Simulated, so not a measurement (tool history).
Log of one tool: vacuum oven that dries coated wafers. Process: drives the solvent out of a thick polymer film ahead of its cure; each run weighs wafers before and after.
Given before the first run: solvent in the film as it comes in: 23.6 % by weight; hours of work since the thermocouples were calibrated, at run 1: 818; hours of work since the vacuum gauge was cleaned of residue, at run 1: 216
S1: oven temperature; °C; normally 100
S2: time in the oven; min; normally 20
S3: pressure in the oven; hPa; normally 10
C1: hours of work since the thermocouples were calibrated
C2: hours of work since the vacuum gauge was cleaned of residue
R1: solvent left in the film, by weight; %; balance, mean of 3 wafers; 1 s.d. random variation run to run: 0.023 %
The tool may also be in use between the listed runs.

{"run": 1, "hour": 0.0, "S1": 100, "S2": 20, "S3": 10, "C1": 818, "C2": 216, "R1": 1.29}
{"run": 2, "hour": 11.6, "S1": 89, "S2": 20, "S3": 10, "C1": 825, "C2": 223, "R1": 4.55}
{"run": 3, "hour": 23.2, "S1": 89, "S2": 20, "S3": 10, "C1": 832, "C2": 230, "R1": 4.61}
{"run": 4, "hour": 34.3, "S1": 100, "S2": 10, "S3": 10, "C1": 839, "C2": 237, "R1": 4.26}
{"run": 5, "hour": 54.8, "S1": 100, "S2": 22, "S3": 10, "C1": 851, "C2": 249, "R1": 1.11}
{"run": 6, "hour": 73.8, "S1": 100, "S2": 22, "S3": 10, "C1": 863, "C2": 261, "R1": 1.08}
{"run": 7, "hour": 89.8, "S1": 100, "S2": 22, "S3": 10, "C1": 872, "C2": 270, "R1": 1.08}
{"run": 8, "hour": 102.4, "S1": 100, "S2": 25, "S3": 10, "C1": 880, "C2": 278, "R1": 0.89}
{"run": 9, "hour": 121.2, "S1": 100, "S2": 25, "S3": 10, "C1": 891, "C2": 289, "R1": 0.88}
{"run": 10, "hour": 139.4, "S1": 100, "S2": 25, "S3": 13.2, "C1": 902, "C2": 300, "R1": 1.06}
{"hour": 150.8, "done": "oven's thermocouples calibrated"}
{"run": 11, "hour": 151.6, "S1": 100, "S2": 25, "S3": 13.2, "C1": 1, "C2": 306, "R1": 1.08}
{"run": 12, "hour": 168.7, "S1": 100, "S2": 25, "S3": 13.2, "C1": 11, "C2": 317, "R1": 1.12}
{"run": 13, "hour": 191.4, "S1": 100, "S2": 25, "S3": 13.2, "C1": 24, "C2": 330, "R1": 1.06}
{"run": 14, "hour": 201.5, "S1": 100, "S2": 25, "S3": 13.2, "C1": 31, "C2": 336, "R1": 1.08}
{"run": 15, "hour": 215.2, "S1": 100, "S2": 25, "S3": 13.2, "C1": 39, "C2": 345, "R1": 1.1}
{"run": 16, "hour": 230.2, "S1": 100, "S2": 25, "S3": 13.2, "C1": 48, "C2": 354, "R1": 1.08}
{"run": 17, "hour": 239.6, "S1": 100, "S2": 25, "S3": 13.2, "C1": 53, "C2": 359, "R1": 1.08}
{"run": 18, "hour": 254.3, "S1": 100, "S2": 25, "S3": 13.2, "C1": 62, "C2": 368, "R1": 1.13}
{"run": 19, "hour": 264.9, "S1": 100, "S2": 25, "S3": 24.4, "C1": 69, "C2": 375, "R1": 1.66}
{"run": 20, "hour": 283.8, "S1": 100, "S2": 20, "S3": 10, "C1": 80, "C2": 386, "R1": 1.33}
{"run": 21, "hour": 296.2, "S1": 100, "S2": 20, "S3": 10, "C1": 87, "C2": 393, "R1": 1.35}
{"run": 22, "hour": 314.6, "S1": 100, "S2": 20, "S3": 10, "C1": 99, "C2": 404, "R1": 1.3}
{"run": 23, "hour": 330.0, "S1": 93, "S2": 13, "S3": 9.6, "C1": 108, "C2": 414, "R1": 5.54}
{"run": 24, "hour": 350.6, "S1": 102, "S2": 34, "S3": 10, "C1": 120, "C2": 426, "R1": 0.53}
{"run": 25, "hour": 368.3, "S1": 86, "S2": 14, "S3": 37.1, "C1": 131, "C2": 437, "R1": 10.02}
{"run": 26, "hour": 389.6, "S1": 86, "S2": 13, "S3": 23.5, "C1": 144, "C2": 450, "R1": 9.79}
{"run": 27, "hour": 403.7, "S1": 90, "S2": 11, "S3": 14.9, "C1": 152, "C2": 458, "R1": 8.31}
{"run": 28, "hour": 425.8, "S1": 86, "S2": 20, "S3": 10, "C1": 165, "C2": 471, "R1": 5.94}
{"run": 29, "hour": 439.0, "S1": 86, "S2": 20, "S3": 6, "C1": 173, "C2": 479, "R1": 5.7}
{"run": 30, "hour": 451.5, "S1": 107, "S2": 33, "S3": 6, "C1": 181, "C2": 487, "R1": 0.26}
{"run": 31, "hour": 471.5, "S1": 107, "S2": 33, "S3": 20.2, "C1": 193, "C2": 499, "R1": 0.9}
{"run": 32, "hour": 494.3, "S1": 101, "S2": 14, "S3": 10, "C1": 207, "C2": 512, "R1": 2.23}
{"run": 33, "hour": 506.5, "S1": 99, "S2": 28, "S3": 28, "C1": 214, "C2": 520, "R1": 1.88}
{"run": 34, "hour": 516.6, "S1": 100, "S2": 11, "S3": 10.5, "C1": 220, "C2": 526, "R1": 3.79}
{"run": 35, "hour": 526.3, "S1": 101, "S2": 11, "S3": 10, "C1": 226, "C2": 532, "R1": 3.37}
{"run": 36, "hour": 537.7, "S1": 101, "S2": 11, "S3": 7.4, "C1": 233, "C2": 539, "R1": 3.27}
{"run": 37, "hour": 549.9, "S1": 98, "S2": 11, "S3": 10.4, "C1": 240, "C2": 546, "R1": 4.58}
{"run": 38, "hour": 561.2, "S1": 98, "S2": 11, "S3": 10.4, "C1": 247, "C2": 553, "R1": 4.56}
{"run": 39, "hour": 579.9, "S1": 95, "S2": 23, "S3": 10, "C1": 258, "C2": 564, "R1": 1.93}
{"run": 40, "hour": 598.3, "S1": 95, "S2": 19, "S3": 8.4, "C1": 269, "C2": 575, "R1": 2.6}
{"run": 41, "hour": 614.2, "S1": 95, "S2": 19, "S3": 8.4, "C1": 279, "C2": 585, "R1": 2.61}
{"run": 42, "hour": 629.1, "S1": 95, "S2": 19, "S3": 8.4, "C1": 288, "C2": 593, "R1": 2.61}
{"run": 43, "hour": 648.5, "S1": 100, "S2": 13, "S3": 10, "C1": 299, "C2": 605, "R1": 2.89}

How the hidden state differs across the entries between the runs, from the last listed run before each to the first after it:
After run 10, before run 11: oven's thermocouples calibrated (hour 150.8)
  true wafer temperature over the reading, C: 0.06 -> -0.01
